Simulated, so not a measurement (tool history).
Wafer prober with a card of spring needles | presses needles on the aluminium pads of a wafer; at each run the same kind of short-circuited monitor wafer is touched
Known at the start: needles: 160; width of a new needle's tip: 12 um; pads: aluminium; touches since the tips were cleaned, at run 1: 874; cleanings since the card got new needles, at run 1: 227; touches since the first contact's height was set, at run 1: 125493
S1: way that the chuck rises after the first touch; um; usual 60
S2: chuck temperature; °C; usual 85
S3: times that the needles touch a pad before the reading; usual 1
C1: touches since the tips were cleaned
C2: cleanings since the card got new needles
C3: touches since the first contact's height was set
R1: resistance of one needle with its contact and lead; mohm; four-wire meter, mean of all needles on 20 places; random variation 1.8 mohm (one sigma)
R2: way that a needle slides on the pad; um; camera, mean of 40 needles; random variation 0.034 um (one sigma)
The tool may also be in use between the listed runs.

{"run": 1, "day": 0.0, "S1": 60, "S2": 85, "S3": 1, "C1": 874, "C2": 227, "C3": 125493, "R1": 294, "R2": 11.49}
{"day": 0.054, "done": "tips cleaned on abrasive film"}
{"day": 0.154, "done": "tips cleaned on abrasive film"}
{"day": 0.258, "done": "tips cleaned on abrasive film"}
{"day": 0.383, "done": "tips cleaned on abrasive film"}
{"day": 0.488, "done": "tips cleaned on abrasive film"}
{"day": 0.617, "done": "tips cleaned on abrasive film"}
{"run": 2, "day": 0.667, "S1": 60, "S2": 85, "S3": 1, "C1": 803, "C2": 233, "C3": 135701, "R1": 294, "R2": 11.42}
{"day": 0.717, "done": "tips cleaned on abrasive film"}
{"day": 0.846, "done": "tips cleaned on abrasive film"}
{"day": 0.971, "done": "tips cleaned on abrasive film"}
{"day": 1.1, "done": "tips cleaned on abrasive film"}
{"day": 1.188, "done": "height of the first contact set anew"}
{"run": 3, "day": 1.188, "S1": 60, "S2": 85, "S3": 1, "C1": 1209, "C2": 237, "C3": 34, "R1": 302, "R2": 11.17}
{"day": 1.217, "done": "tips cleaned on abrasive film"}
{"day": 1.342, "done": "tips cleaned on abrasive film"}
{"day": 1.446, "done": "tips cleaned on abrasive film"}
{"day": 1.575, "done": "tips cleaned on abrasive film"}
{"day": 1.7, "done": "tips cleaned on abrasive film"}
{"run": 4, "day": 1.767, "S1": 65, "S2": 85, "S3": 1, "C1": 1053, "C2": 242, "C3": 8928, "R1": 294, "R2": 12.18}
{"day": 1.821, "done": "tips cleaned on abrasive film"}
{"day": 1.921, "done": "tips cleaned on abrasive film"}
{"day": 2.05, "done": "tips cleaned on abrasive film"}
{"day": 2.175, "done": "tips cleaned on abrasive film"}
{"day": 2.304, "done": "tips cleaned on abrasive film"}
{"run": 5, "day": 2.371, "S1": 65, "S2": 85, "S3": 1, "C1": 1076, "C2": 247, "C3": 18233, "R1": 297, "R2": 12.21}
{"day": 2.425, "done": "tips cleaned on abrasive film"}
{"day": 2.55, "done": "tips cleaned on abrasive film"}
{"day": 2.679, "done": "tips cleaned on abrasive film"}
{"day": 2.804, "done": "tips cleaned on abrasive film"}
{"run": 6, "day": 2.904, "S1": 65, "S2": 85, "S3": 1, "C1": 1566, "C2": 251, "C3": 26462, "R1": 303, "R2": 12.13}
{"day": 2.933, "done": "tips cleaned on abrasive film"}
{"day": 3.058, "done": "tips cleaned on abrasive film"}
{"day": 3.188, "done": "tips cleaned on abrasive film"}
{"day": 3.288, "done": "tips cleaned on abrasive film"}
{"day": 3.417, "done": "tips cleaned on abrasive film"}
{"run": 7, "day": 3.504, "S1": 65, "S2": 85, "S3": 1, "C1": 1428, "C2": 256, "C3": 35728, "R1": 298, "R2": 12.07}
{"day": 3.533, "done": "tips cleaned on abrasive film"}
{"day": 3.662, "done": "tips cleaned on abrasive film"}
{"day": 3.788, "done": "tips cleaned on abrasive film"}
{"run": 8, "day": 3.883, "S1": 65, "S2": 85, "S3": 1, "C1": 1494, "C2": 259, "C3": 41533, "R1": 302, "R2": 12.07}
{"day": 3.912, "done": "tips cleaned on abrasive film"}
{"day": 4.012, "done": "tips cleaned on abrasive film"}
{"day": 4.075, "done": "height of the first contact set anew, once more"}
{"day": 4.154, "done": "tips cleaned on abrasive film"}
{"day": 4.279, "done": "tips cleaned on abrasive film"}
{"day": 4.383, "done": "tips cleaned on abrasive film"}
{"run": 9, "day": 4.438, "S1": 60, "S2": 85, "S3": 1, "C1": 866, "C2": 264, "C3": 5569, "R1": 297, "R2": 12.05}
{"day": 4.492, "done": "tips cleaned on abrasive film"}
{"day": 4.617, "done": "tips cleaned on abrasive film"}
{"day": 4.721, "done": "tips cleaned on abrasive film"}
{"run": 10, "day": 4.796, "S1": 60, "S2": 85, "S3": 1, "C1": 1194, "C2": 267, "C3": 11074, "R1": 297, "R2": 12.01}
{"day": 4.825, "done": "tips cleaned on abrasive film"}
{"day": 4.95, "done": "tips cleaned on abrasive film"}
{"day": 5.079, "done": "tips cleaned on abrasive film"}
{"day": 5.179, "done": "tips cleaned on abrasive film"}
{"day": 5.308, "done": "tips cleaned on abrasive film"}
{"run": 11, "day": 5.404, "S1": 60, "S2": 85, "S3": 1, "C1": 1557, "C2": 272, "C3": 20474, "R1": 300, "R2": 11.98}
{"day": 5.433, "done": "tips cleaned on abrasive film"}
{"day": 5.562, "done": "tips cleaned on abrasive film"}
{"day": 5.688, "done": "tips cleaned on abrasive film"}
{"run": 12, "day": 5.696, "S1": 60, "S2": 60, "S3": 1, "C1": 133, "C2": 275, "C3": 24918, "R1": 279, "R2": 12}
{"day": 5.8, "done": "tips cleaned on abrasive film"}
{"day": 5.925, "done": "tips cleaned on abrasive film"}
{"day": 6.029, "done": "tips cleaned on abrasive film"}
{"run": 13, "day": 6.054, "S1": 46, "S2": 85, "S3": 3, "C1": 426, "C2": 278, "C3": 30440, "R1": 292, "R2": 9.1}
{"day": 6.133, "done": "tips cleaned on abrasive film"}
{"day": 6.258, "done": "tips cleaned on abrasive film"}
{"day": 6.362, "done": "tips cleaned on abrasive film"}
{"day": 6.467, "done": "tips cleaned on abrasive film"}
{"run": 14, "day": 6.475, "S1": 46, "S2": 85, "S3": 3, "C1": 131, "C2": 282, "C3": 36842, "R1": 294, "R2": 9.06}
{"day": 6.575, "done": "tips cleaned on abrasive film"}
{"day": 6.704, "done": "tips cleaned on abrasive film"}
{"day": 6.804, "done": "tips cleaned on abrasive film"}
{"day": 6.908, "done": "tips cleaned on abrasive film"}
{"day": 7.033, "done": "tips cleaned on abrasive film"}
{"day": 7.138, "done": "tips cleaned on abrasive film"}
{"run": 15, "day": 7.167, "S1": 63, "S2": 31, "S3": 3, "C1": 502, "C2": 288, "C3": 47535, "R1": 268, "R2": 12.44}
{"day": 7.246, "done": "tips cleaned on abrasive film"}
{"day": 7.375, "done": "tips cleaned on abrasive film"}
{"day": 7.5, "done": "tips cleaned on abrasive film"}
{"day": 7.629, "done": "tips cleaned on abrasive film"}
{"day": 7.754, "done": "tips cleaned on abrasive film"}
{"run": 16, "day": 7.8, "S1": 46, "S2": 54, "S3": 1, "C1": 691, "C2": 293, "C3": 57236, "R1": 299, "R2": 9.05}
{"day": 7.875, "done": "tips cleaned on abrasive film"}
{"day": 8.004, "done": "tips cleaned on abrasive film"}
{"day": 8.129, "done": "tips cleaned on abrasive film"}
{"day": 8.258, "done": "tips cleaned on abrasive film"}
{"day": 8.358, "done": "tips cleaned on abrasive film"}
{"run": 17, "day": 8.429, "S1": 41, "S2": 30, "S3": 1, "C1": 1090, "C2": 298, "C3": 66948, "R1": 312, "R2": 7.96}
{"day": 8.479, "done": "tips cleaned on abrasive film"}
{"day": 8.608, "done": "tips cleaned on abrasive film"}
{"day": 8.712, "done": "tips cleaned on abrasive film"}
{"day": 8.838, "done": "tips cleaned on abrasive film"}
{"run": 18, "day": 8.883, "S1": 45, "S2": 97, "S3": 1, "C1": 701, "C2": 302, "C3": 73919, "R1": 317, "R2": 8.75}
{"day": 8.958, "done": "tips cleaned on abrasive film"}
{"day": 9.062, "done": "tips cleaned on abrasive film"}
{"day": 9.562, "done": "card fitted with new needles"}
{"day": 9.688, "done": "tips cleaned on abrasive film"}
{"run": 19, "day": 9.712, "S1": 70, "S2": 66, "S3": 3, "C1": 382, "C2": 1, "C3": 2342, "R1": 272, "R2": 14.14}
{"day": 9.817, "done": "tips cleaned on abrasive film"}
{"day": 9.942, "done": "tips cleaned on abrasive film"}
{"day": 10.046, "done": "tips cleaned on abrasive film"}
{"day": 10.171, "done": "tips cleaned on abrasive film"}
{"run": 20, "day": 10.188, "S1": 60, "S2": 85, "S3": 1, "C1": 230, "C2": 5, "C3": 9626, "R1": 283, "R2": 12.04}
{"day": 10.288, "done": "tips cleaned on abrasive film"}
{"day": 10.417, "done": "tips cleaned on abrasive film"}
{"day": 10.517, "done": "tips cleaned on abrasive film"}
{"day": 10.646, "done": "tips cleaned on abrasive film"}
{"day": 10.771, "done": "tips cleaned on abrasive film"}
{"run": 21, "day": 10.846, "S1": 73, "S2": 85, "S3": 1, "C1": 1162, "C2": 10, "C3": 19802, "R1": 285, "R2": 14.6}
{"day": 10.9, "done": "tips cleaned on abrasive film"}
{"day": 11.0, "done": "tips cleaned on abrasive film"}
{"day": 11.129, "done": "tips cleaned on abrasive film"}
{"day": 11.229, "done": "tips cleaned on abrasive film"}
{"run": 22, "day": 11.254, "S1": 60, "S2": 85, "S3": 1, "C1": 400, "C2": 14, "C3": 26080, "R1": 285, "R2": 11.99}
{"day": 11.333, "done": "tips cleaned on abrasive film"}
{"day": 11.438, "done": "tips cleaned on abrasive film"}
{"day": 11.562, "done": "tips cleaned on abrasive film"}
{"day": 11.692, "done": "tips cleaned on abrasive film"}
{"run": 23, "day": 11.717, "S1": 42, "S2": 73, "S3": 1, "C1": 444, "C2": 18, "C3": 33183, "R1": 297, "R2": 8.33}

The next listed run, before its measurement:
{"day": 11.796, "done": "tips cleaned on abrasive film"}
{"day": 11.9, "done": "tips cleaned on abrasive film"}
{"day": 12.0, "done": "tips cleaned on abrasive film"}
{"day": 12.129, "done": "tips cleaned on abrasive film"}
{"day": 12.229, "done": "tips cleaned on abrasive film"}
{"run": 24, "day": 12.296, "S1": 42, "S2": 86, "S3": 1, "C1": 1042, "C2": 23, "C3": 42059, "R1": "?", "R2": "?"}

{"run 24": {"R1": 309, "R2": 8.21}}
Without the tool's hidden state the same run would have given R1 290 mohm, R2 8.41 um.
